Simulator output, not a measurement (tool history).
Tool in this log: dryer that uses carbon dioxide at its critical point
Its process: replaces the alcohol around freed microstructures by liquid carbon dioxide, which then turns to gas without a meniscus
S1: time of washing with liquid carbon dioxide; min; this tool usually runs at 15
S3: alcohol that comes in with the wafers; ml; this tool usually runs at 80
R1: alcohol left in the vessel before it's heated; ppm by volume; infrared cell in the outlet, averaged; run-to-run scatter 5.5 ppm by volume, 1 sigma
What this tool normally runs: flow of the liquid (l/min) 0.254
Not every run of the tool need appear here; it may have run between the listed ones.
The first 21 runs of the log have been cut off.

Run 22, hour 355.4: usual settings but S1 14 min, S3 78 ml. Result: R1 591 ppm by volume.
Run 23, hour 379.6: usual settings but S1 13 min, S3 54 ml. Result: R1 628 ppm by volume.
Run 24, hour 402.9: usual settings but S1 23 min, flow of the liquid (l/min) 0.183, S3 66 ml. Result: R1 236 ppm by volume.
Run 25, hour 424.8: usual settings but flow of the liquid (l/min) 0.170. Result: R1 3154 ppm by volume.
Run 26, hour 448.3: usual settings but S1 24 min, flow of the liquid (l/min) 0.181, S3 23 ml. Result: R1 107 ppm by volume.
Run 27, hour 462.5: usual settings but S1 24 min, flow of the liquid (l/min) 0.297, S3 23 ml. Result: R1 44 ppm by volume.
Run 28, hour 475.5: usual settings but S1 24 min, flow of the liquid (l/min) 0.312, S3 57 ml. Result: R1 55 ppm by volume.
Run 29, hour 493.0: usual settings but flow of the liquid (l/min) 0.223, S3 28 ml. Result: R1 371 ppm by volume.
Run 30, hour 510.3: usual settings but flow of the liquid (l/min) 0.164. Result: R1 3851 ppm by volume.
At hour 515.2: inlet filter changed.
Run 31, hour 531.7: usual settings but flow of the liquid (l/min) 0.164. Result: R1 2044 ppm by volume.
Run 32, hour 549.7: usual settings but flow of the liquid (l/min) 0.232, S3 27 ml. Result: R1 153 ppm by volume.
Run 33, hour 574.4: usual settings but S1 10 min, flow of the liquid (l/min) 0.160. Result: R1 9534 ppm by volume.
Run 34, hour 597.5: usual settings but S1 12 min, flow of the liquid (l/min) 0.342, S3 98 ml. Result: R1 170 ppm by volume.

Alternative continuations, all from the tool just after run 34; predict every row:
Run A, hour 608.7: usual settings but S1 19 min, flow of the liquid (l/min) 0.342, S3 48 ml. Result: R1 ?.
Run B, hour 608.7: usual settings but S1 13 min, flow of the liquid (l/min) 0.365, S3 56 ml. Result: R1 ?.
Run C, hour 608.7: usual settings but S1 23 min. Result: R1 ?.
Run D, hour 608.7: usual settings but S1 24 min, flow of the liquid (l/min) 0.302, S3 29 ml. Result: R1 ?.

run  R1
  A  57
  B  77
  C  66
  D  57
The same runs, with their run-to-run variation unchanged, on a tool lacking any hidden condition would have given:
run  R1
  A   0
  B  18
  C   9
  D   2
